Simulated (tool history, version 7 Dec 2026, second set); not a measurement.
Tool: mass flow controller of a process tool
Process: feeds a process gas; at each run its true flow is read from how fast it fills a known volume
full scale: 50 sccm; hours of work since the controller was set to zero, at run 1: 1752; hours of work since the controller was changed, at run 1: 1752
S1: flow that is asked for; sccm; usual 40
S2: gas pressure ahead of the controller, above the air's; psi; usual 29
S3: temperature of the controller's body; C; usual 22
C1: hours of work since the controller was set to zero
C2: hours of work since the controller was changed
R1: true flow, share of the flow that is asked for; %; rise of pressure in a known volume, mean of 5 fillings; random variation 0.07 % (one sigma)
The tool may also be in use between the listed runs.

run	hour	S1	S2	S3	C1	C2	R1
1	0	40	29	22	1752	1752	99.53
2	151.2	40	29	22	1813	1813	99.58
3	245.3	40	29	22	1851	1851	99.48
4	355.7	40	29	22	1896	1896	99.6
5	522.8	34	29	22	1964	1964	99.35
6	643.5	34	29	22	2013	2013	99.37
7	770.9	40	29	22	2065	2065	99.56
8	858.2	40	29	22	2101	2101	99.68
9	941.1	15	29	22	2134	2134	98.56
10	1099.8	40	29	22	2199	2199	99.69
11	1269.1	6	29	22	2268	2268	97.55
12	1384.4	6	29	22	2315	2315	97.45
13	1475.4	15	27.7	21	2352	2352	98.29
14	1605	40	29	36	2404	2404	101.04
15	1703.7	8	20.9	31	2445	2445	99.08
16	1852.6	20	33.5	22	2505	2505	98.44
17	2021.7	40	29	31	2574	2574	100.44
# hour 2032.7: controller's zero set anew
18	2157.2	9	29	27	51	2629	98.13
19	2283	9	29	27	102	2680	98.01
20	2353.7	43	30.5	34	131	2709	100.87
21	2493.6	6	20.9	22	187	2766	97.21
# hour 2545.6: controller's zero set anew, once more
22	2567.7	6	20.9	22	9	2795	98.88
23	2659.6	6	20.9	22	46	2833	98.79
24	2735.4	40	23.2	22	77	2864	100.12

5 ways to go on from here, each from the tool as it stands after run 24. What would each give?
A	2843.5	15	29	27	121	2908	?
B	2843.5	15	30.7	31	121	2908	?
C	2843.5	10	24.2	30	121	2908	?
D	2843.5	34	38.4	22	121	2908	?
E	2843.5	12	28.1	35	121	2908	?

run	R1
A	99.4
B	99.74
C	99.64
D	99.24
E	100
Without the tool's hidden state the same runs would have given:
run	R1
A	98.97
B	99.3
C	99.24
D	98.77
E	99.59

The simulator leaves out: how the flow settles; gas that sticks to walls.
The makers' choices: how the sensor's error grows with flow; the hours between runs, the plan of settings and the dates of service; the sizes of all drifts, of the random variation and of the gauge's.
